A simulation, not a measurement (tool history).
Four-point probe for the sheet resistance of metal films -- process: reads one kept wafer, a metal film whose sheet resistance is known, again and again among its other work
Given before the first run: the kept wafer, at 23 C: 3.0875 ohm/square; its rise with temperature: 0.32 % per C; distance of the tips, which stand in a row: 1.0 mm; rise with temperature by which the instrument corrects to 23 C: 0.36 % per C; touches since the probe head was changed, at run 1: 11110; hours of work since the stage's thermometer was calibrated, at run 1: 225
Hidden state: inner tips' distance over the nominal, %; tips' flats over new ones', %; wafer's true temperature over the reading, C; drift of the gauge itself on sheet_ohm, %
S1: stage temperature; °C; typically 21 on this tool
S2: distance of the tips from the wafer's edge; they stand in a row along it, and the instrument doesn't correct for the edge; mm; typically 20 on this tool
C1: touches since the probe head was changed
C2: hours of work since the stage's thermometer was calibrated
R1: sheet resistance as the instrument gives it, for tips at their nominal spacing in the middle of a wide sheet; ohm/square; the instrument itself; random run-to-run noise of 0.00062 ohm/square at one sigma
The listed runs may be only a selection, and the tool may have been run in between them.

run   hour  S1  S2     C1   C2        R1
  1      0  21  20  11110  225  3.095904
  2   44.7  21  20  11699  245  3.097745
  3   88.9  21  20  12281  265  3.097335
  4  122.6  21  20  12726  281  3.097737
  5  159.9  21  20  13217  297  3.096546
  6  196.2  21  20  13695  314  3.095735
  7  225.9  21   5  14088  327  3.157819
  8  249.1  26  28  14394  338  3.087379
  9    286  26  28  14879  354  3.087721
 10  320.5  26  28  15334  370  3.087605

Branching from run 10: 5 alternative next runs. What would each branch give?
  A  356.6  26  50  15810  386   ?
  B  356.6  27  67  15810  386   ?
  C  356.6  21   8  15810  386   ?
  D  356.6  33   3  15810  386   ?
  E  356.6  31  35  15810  386   ?

run        R1
  A  3.085184
  B  3.083536
  C  3.116439
  D  3.248923
  E  3.080226
Take away the tool's hidden state, keep each run's random variation, and the runs would have read:
run        R1
  A  3.083545
  B  3.081896
  C  3.114794
  D  3.247194
  E   3.07858
